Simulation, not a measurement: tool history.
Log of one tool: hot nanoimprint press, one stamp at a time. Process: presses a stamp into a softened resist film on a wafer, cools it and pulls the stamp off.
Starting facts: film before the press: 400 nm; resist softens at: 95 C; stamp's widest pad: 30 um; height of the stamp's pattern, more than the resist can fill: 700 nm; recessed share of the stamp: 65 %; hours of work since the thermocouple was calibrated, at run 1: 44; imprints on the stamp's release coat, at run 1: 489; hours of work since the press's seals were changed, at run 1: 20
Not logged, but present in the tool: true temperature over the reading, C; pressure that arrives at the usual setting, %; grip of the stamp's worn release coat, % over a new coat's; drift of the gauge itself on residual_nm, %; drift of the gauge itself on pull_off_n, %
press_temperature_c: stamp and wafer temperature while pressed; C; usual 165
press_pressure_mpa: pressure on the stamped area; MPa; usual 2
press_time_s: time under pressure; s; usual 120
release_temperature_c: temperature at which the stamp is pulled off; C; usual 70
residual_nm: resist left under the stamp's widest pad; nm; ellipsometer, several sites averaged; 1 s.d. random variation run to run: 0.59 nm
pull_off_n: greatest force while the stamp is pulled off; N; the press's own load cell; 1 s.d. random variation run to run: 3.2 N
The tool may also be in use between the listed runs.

run   hour  press_temperature_c  press_pressure_mpa  press_time_s  release_temperature_c  hours of work since the thermocouple was calibrated  imprints on the stamp's release coat  hours of work since the press's seals were changed  residual_nm  pull_off_n
  1      0                  165                   2           120                     70                                                   44                                   489                                                  20        237.3         232
  2    8.8                  165                   2           120                     70                                                   49                                   523                                                  25        236.9         239
  3   17.2                  165                   2           120                     70                                                   53                                   556                                                  30          237         238
  4   22.9                  165                   2           120                     70                                                   57                                   578                                                  33        237.6         237
  5     28                  165                   2           120                     70                                                   60                                   598                                                  36        236.9         234
  6   32.7                  165                   2           120                     70                                                   62                                   616                                                  38        236.8         237
  7     41                  165                   2           120                     70                                                   67                                   648                                                  43        237.1         238
  8   45.6                  165                   2           120                     70                                                   69                                   666                                                  46        236.8         249
  9   53.3                  169                   2           191                     72                                                   74                                   695                                                  50        175.9         237
 10   64.1                  165                1.74           120                     70                                                   80                                   737                                                  56        253.1         248
 11   70.5                  165                1.74           120                     70                                                   83                                   762                                                  60        252.4         249
 12   80.8                  165                1.74           120                     70                                                   89                                   802                                                  65        252.6         253
 13   88.6                  165                 2.5           111                     58                                                   93                                   832                                                  70        221.6         285
 14   97.2                  155                1.56           196                     62                                                   98                                   865                                                  75        315.9         276
 15  102.2                  168                1.56            63                     62                                                  101                                   885                                                  77        284.3         273
 16  113.3                  169                3.19           143                     70                                                  107                                   927                                                  84        153.5         253

Predict each of these 3 candidate next runs independently; none follows another, all start after run 16:
  A  122.7                  171                   2           120                     70                                                  113                                   964                                                  89            ?           ?
  B  122.7                  155                3.19           143                     70                                                  113                                   964                                                  89            ?           ?
  C  122.7                  156                1.81           120                     70                                                  113                                   964                                                  89            ?           ?

run  residual_nm  pull_off_n
  A        193.2         256
  B        270.5         253
  C        324.1         261
The same runs, with their run-to-run variation unchanged, on a tool lacking any hidden condition would have given:
run  residual_nm  pull_off_n
  A        190.3         218
  B        266.4         215
  C        321.3         222

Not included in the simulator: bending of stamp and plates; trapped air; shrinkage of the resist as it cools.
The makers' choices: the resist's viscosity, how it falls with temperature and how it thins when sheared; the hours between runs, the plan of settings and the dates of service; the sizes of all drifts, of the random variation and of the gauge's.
